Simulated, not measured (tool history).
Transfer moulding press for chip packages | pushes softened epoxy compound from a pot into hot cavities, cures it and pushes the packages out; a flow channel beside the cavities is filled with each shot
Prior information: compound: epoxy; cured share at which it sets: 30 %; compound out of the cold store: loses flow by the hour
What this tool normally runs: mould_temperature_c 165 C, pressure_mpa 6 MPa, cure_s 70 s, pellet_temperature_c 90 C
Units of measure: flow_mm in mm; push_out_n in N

run,day,mould_temperature_c,pressure_mpa,cure_s,pellet_temperature_c,incoming compound's hours out of the cold store,flow_mm,push_out_n
1,0,165,6,70,90,26.2,509,270
# day 0.196: cavities cleaned with cleaning compound and waxed
2,0.383,165,6,68,90,15.3,533,292
3,0.988,165,6,68,90,26.2,494,275
4,1.392,165,6,68,90,25.6,508,282
# day 1.783: cavities cleaned with cleaning compound and waxed
5,1.992,165,6,68,90,37.4,467,263
6,2.438,165,6,68,90,28.9,486,271
7,2.779,167,6,70,90,36.4,474,254
8,3.25,165,6,70,90,22.8,504,290
# day 3.346: cavities cleaned with cleaning compound and waxed
9,3.625,165,6,70,90,37.3,467,271
10,4.062,170,6,70,90,34,481,243
11,4.354,170,6,70,90,22.9,502,251
# day 4.896: cavities cleaned with cleaning compound and waxed
12,4.946,170,6,70,90,13,525,256
13,5.192,170,6,104,86,21.5,510,234
14,5.633,170,6,104,86,22.2,512,243
15,5.95,163,6.05,72,84,47.9,454,291
16,6.229,165,6.24,55,86,12.5,550,436
# day 6.475: cavities cleaned with cleaning compound and waxed
17,6.633,165,6.24,55,86,19.7,526,424
18,7.004,170,6.04,70,90,26.9,491,239
# day 7.146: plunger's sealing rings changed
19,7.65,170,6.04,70,90,22.8,496,244
20,8.021,170,6.04,70,90,11.4,530,245
# day 8.133: cavities cleaned with cleaning compound and waxed
21,8.454,162,6.04,95,90,9,539,253
22,9.054,162,6.04,95,90,14.3,531,251

What if the next run were any one of these 5? Each begins from the tool's condition after run 22:
# day 9.675: cavities cleaned with cleaning compound and waxed
A,9.704,165,6,70,96,33.8,?,?
# day 9.675: cavities cleaned with cleaning compound and waxed
B,9.704,162,6.04,52,90,24,?,?
# day 9.675: cavities cleaned with cleaning compound and waxed
C,9.704,165,4.85,91,90,39.7,?,?
# day 9.675: cavities cleaned with cleaning compound and waxed
D,9.704,162,5.73,95,84,16.8,?,?
# day 9.675: cavities cleaned with cleaning compound and waxed
E,9.704,162,6.04,92,90,46.8,?,?

run,flow_mm,push_out_n
A,489,261
B,522,583
C,429,234
D,522,238
E,462,246
Stripped of hidden state, with their random variation kept, the same runs would have yielded:
run,flow_mm,push_out_n
A,489,261
B,522,582
C,429,234
D,522,237
E,463,246
